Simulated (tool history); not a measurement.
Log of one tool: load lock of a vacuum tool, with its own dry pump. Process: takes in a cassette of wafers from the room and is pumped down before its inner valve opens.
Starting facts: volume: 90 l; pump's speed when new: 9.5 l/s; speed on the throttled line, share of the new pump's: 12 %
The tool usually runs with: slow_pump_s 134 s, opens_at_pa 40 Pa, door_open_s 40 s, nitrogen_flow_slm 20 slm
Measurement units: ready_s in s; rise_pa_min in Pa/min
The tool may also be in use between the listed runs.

run,hour,slow_pump_s,opens_at_pa,door_open_s,nitrogen_flow_slm,"incoming humidity of the room's air, %",ready_s,rise_pa_min
1,0,134,40,40,20,41.3,191.7,0.079
2,79.2,134,40,40,4,45.9,192.7,0.095
3,184.1,134,40,40,20,44.1,192.6,0.088
4,321.3,199,40,40,20,45.2,251.8,0.084
5,404.2,199,40,40,20,49,250.4,0.085
6,468.9,134,40,40,20,41.7,191.8,0.083
7,563.2,134,40,40,20,43.5,194.9,0.089
8,674.1,134,40,40,20,43.7,192.2,0.091
9,800.4,134,40,40,20,41,194.3,0.094
10,937.4,134,40,40,18,50.9,194.2,0.097
11,1060.7,134,40,40,20,44.9,191.5,0.094
12,1196.5,134,40,40,20,45.4,194.8,0.1
13,1313.3,134,40,40,20,43.9,195.3,0.104
14,1418.7,134,40,40,20,45.3,192.3,0.103
15,1486.3,134,40,40,20,47,191.6,0.11
16,1610,134,40,40,39,45.8,193.6,0.104
17,1713.1,89,30,27,9,43.3,157.7,0.108
18,1815.6,89,30,27,9,47.4,157.8,0.113
19,1890,89,30,27,9,46.3,157.5,0.114
20,1969.6,125,60,101,4,44.5,182.1,0.139
21,2077.5,134,68,40,35,45.5,187.5,0.116
22,2201.2,134,68,40,35,43.5,189.3,0.119
23,2341.7,134,68,40,35,46.5,188.8,0.12
24,2405.1,134,40,40,5,46,195.9,0.133
25,2538,104,40,223,5,46.5,166.8,0.179
26,2683.4,134,36,40,8,42.9,193.3,0.138
27,2816.2,206,40,40,19,50,258.7,0.135
28,2925.3,83,48,31,20,46.1,148.5,0.137
29,3040.1,144,40,92,27,46.8,204.8,0.152
30,3120.4,144,40,92,27,43,202.3,0.145
31,3190.2,130,35,92,27,47.8,193.8,0.154
32,3279.2,130,35,80,8,44.8,193.2,0.157

Pick out some run-to-run changes in ready_s. Of each, how much would a tool without hidden state show as well, from the settings, what came in and chance, and how much is left for the hidden state and any gauge scatter not in both results compared?
The tool's hidden condition here consists of: pump's speed, % of a new pump's; leak at the door's seal, Pa l/s; drift of the gauge itself on ready_s, %; drift of the gauge itself on rise_pa_min, %.
Run 3 -> 4: slow_pump_s 134 -> 199. ready_s +59.2 s: hidden state +0, all else +59.2.
Run 19 -> 20: slow_pump_s 89 -> 125, opens_at_pa 30 -> 60, door_open_s 27 -> 101, nitrogen_flow_slm 9 -> 4. ready_s +24.6 s: hidden state -0.3, all else +24.9.
Run 20 -> 21: slow_pump_s 125 -> 134, opens_at_pa 60 -> 68, door_open_s 101 -> 40, nitrogen_flow_slm 4 -> 35. ready_s +5.4 s: hidden state +0.3, all else +5.1.
Run 26 -> 27: slow_pump_s 134 -> 206, opens_at_pa 36 -> 40, nitrogen_flow_slm 8 -> 19. ready_s +65.4 s: hidden state -0.1, all else +65.5.
Run 27 -> 28: slow_pump_s 206 -> 83, opens_at_pa 40 -> 48, door_open_s 40 -> 31, nitrogen_flow_slm 19 -> 20. ready_s -110.2 s: hidden state +0.4, all else -110.6.
